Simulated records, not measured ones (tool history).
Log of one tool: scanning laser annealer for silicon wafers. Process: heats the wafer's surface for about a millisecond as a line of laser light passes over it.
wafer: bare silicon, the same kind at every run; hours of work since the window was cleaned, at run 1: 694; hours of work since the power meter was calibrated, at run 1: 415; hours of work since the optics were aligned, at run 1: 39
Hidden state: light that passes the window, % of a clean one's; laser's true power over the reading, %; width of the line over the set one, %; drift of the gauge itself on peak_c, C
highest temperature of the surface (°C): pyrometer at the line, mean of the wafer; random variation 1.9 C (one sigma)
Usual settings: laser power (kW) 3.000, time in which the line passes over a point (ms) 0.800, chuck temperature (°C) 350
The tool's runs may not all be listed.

run,hour,laser power (kW),time in which the line passes over a point (ms),chuck temperature (°C),hours of work since the window was cleaned,hours of work since the power meter was calibrated,hours of work since the optics were aligned,highest temperature of the surface (°C)
1,0.0,3.000,0.800,350,694,415,39,1075
2,11.3,3.000,0.800,350,702,423,47,1076
3,22.0,3.000,0.800,350,708,429,53,1076
4,30.5,3.002,0.800,350,714,435,59,1076
5,43.3,2.790,0.800,350,722,443,67,1012
6,55.5,3.000,0.800,383,730,451,75,1104
7,73.8,3.000,0.800,350,742,463,87,1075
8,89.2,3.000,0.800,350,751,472,97,1068
9,101.8,3.000,0.800,350,759,481,105,1068
10,114.1,3.000,0.800,350,767,488,112,1067
11,122.3,3.000,0.800,350,773,494,118,1066
12,137.5,3.000,0.800,350,782,503,127,1067
13,150.2,3.000,0.702,350,790,512,136,1022
# hour 155.9: window over the wafer cleaned
14,163.2,3.000,0.702,350,5,519,143,1074
15,171.7,3.000,0.702,350,10,524,148,1074
16,182.9,3.173,0.783,350,17,531,155,1169
17,200.7,3.173,0.783,350,29,543,167,1168
18,218.2,3.275,0.656,350,40,554,178,1130
19,230.1,3.000,0.826,360,48,561,185,1139
# hour 234.8: laser's power meter calibrated
20,241.1,2.807,0.659,351,53,4,191,999
21,254.7,2.902,0.654,364,61,13,199,1032
22,270.8,2.805,0.654,364,72,23,210,1003
23,284.5,2.805,0.733,354,80,32,218,1028
# hour 305.8: laser's power meter calibrated, once more
24,306.0,3.255,0.800,380,92,0,230,1222
25,323.5,3.255,0.800,380,104,11,241,1219
26,334.8,3.000,0.567,368,111,19,249,1008
27,351.2,3.000,0.567,368,121,29,259,1009
28,367.6,2.881,0.606,348,132,40,270,978
29,380.1,3.066,0.800,383,140,48,278,1158
30,391.0,3.000,0.800,336,147,55,285,1092

Some steps in highest temperature of the surface (°C) between neighbouring runs. How much of each would the tool show without its hidden state too (settings, what came in, random variation), and how much is left for the hidden state, with any gauge scatter that isn't in both results?
Run 5 -> 6: laser power (kW) 2.790 -> 3.000, chuck temperature (°C) 350 -> 383. highest temperature of the surface (°C) +92: hidden state -5, all else +97.
Run 13 -> 14: window over the wafer cleaned. highest temperature of the surface (°C) +52: hidden state +49, all else +3.
Run 23 -> 24: laser power (kW) 2.805 -> 3.255, time in which the line passes over a point (ms) 0.733 -> 0.800, chuck temperature (°C) 354 -> 380, laser's power meter calibrated, once more. highest temperature of the surface (°C) +194: hidden state -11, all else +205.
Run 25 -> 26: laser power (kW) 3.255 -> 3.000, time in which the line passes over a point (ms) 0.800 -> 0.567, chuck temperature (°C) 380 -> 368. highest temperature of the surface (°C) -211: hidden state +2, all else -213.
Run 28 -> 29: laser power (kW) 2.881 -> 3.066, time in which the line passes over a point (ms) 0.606 -> 0.800, chuck temperature (°C) 348 -> 383. highest temperature of the surface (°C) +180: hidden state -3, all else +183.

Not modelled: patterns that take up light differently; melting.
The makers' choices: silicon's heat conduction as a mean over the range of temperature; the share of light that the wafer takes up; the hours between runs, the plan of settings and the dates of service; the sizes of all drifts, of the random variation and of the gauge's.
